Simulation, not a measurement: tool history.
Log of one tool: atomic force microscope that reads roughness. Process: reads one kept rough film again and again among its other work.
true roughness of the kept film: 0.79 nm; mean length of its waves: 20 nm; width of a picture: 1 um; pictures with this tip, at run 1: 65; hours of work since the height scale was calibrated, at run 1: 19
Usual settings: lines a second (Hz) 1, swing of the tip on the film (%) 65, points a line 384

run,hour,lines a second (Hz),swing of the tip on the film (%),points a line,pictures with this tip,hours of work since the height scale was calibrated,roughness of the kept film (nm (root mean square))
1,0,1,65,384,65,19,0.668
2,30.5,1,65,384,135,39,0.653
3,85.5,1,65,384,261,76,0.61
4,118,1,65,384,336,98,0.582
# hour 137.5: new tip fitted
5,168.7,1,68,384,72,131,0.672
6,205.4,1,66,384,156,156,0.638
7,265.4,1,66,384,294,196,0.6
# hour 301: new tip fitted
8,325.2,1,65,384,56,235,0.683
9,369,1,65,384,157,264,0.637
# hour 373.3: height scale calibrated on a step standard
10,428.1,1,65,384,290,37,0.6
# hour 466.5: new tip fitted
# hour 488: height scale calibrated on a step standard, once more
11,495.8,1,65,384,65,5,0.674
12,542.6,1,65,384,173,36,0.636
13,570.9,1,65,675,238,55,0.627
14,604.4,1,65,679,315,78,0.594
# hour 630.9: new tip fitted
15,633.3,1,65,679,6,97,0.713
16,669.3,1,65,679,89,121,0.676
17,731.9,1,65,679,232,162,0.627
18,776.6,1,78,679,335,192,0.581
# hour 796.8: new tip fitted
19,804.5,1.14,66,800,17,211,0.701
20,836.5,0.92,65,384,91,232,0.664
21,892,1,76,377,218,269,0.606
22,944.1,1,76,377,338,304,0.564
# hour 960.9: new tip fitted
23,972.1,1,76,377,26,322,0.677
24,1001.4,1,76,377,93,342,0.652
25,1043.2,1,68,384,189,370,0.628
26,1100.4,1,68,384,321,408,0.583
# hour 1127.3: new tip fitted
27,1160.7,1,89,318,76,448,0.637

Run 28 comes next. What will it give?
28,1217.5,1.94,65,283,207,486,?

roughness of the kept film (nm (root mean square)): 0.602
Without the tool's hidden state the same run would have given roughness of the kept film (nm (root mean square)) 0.686.
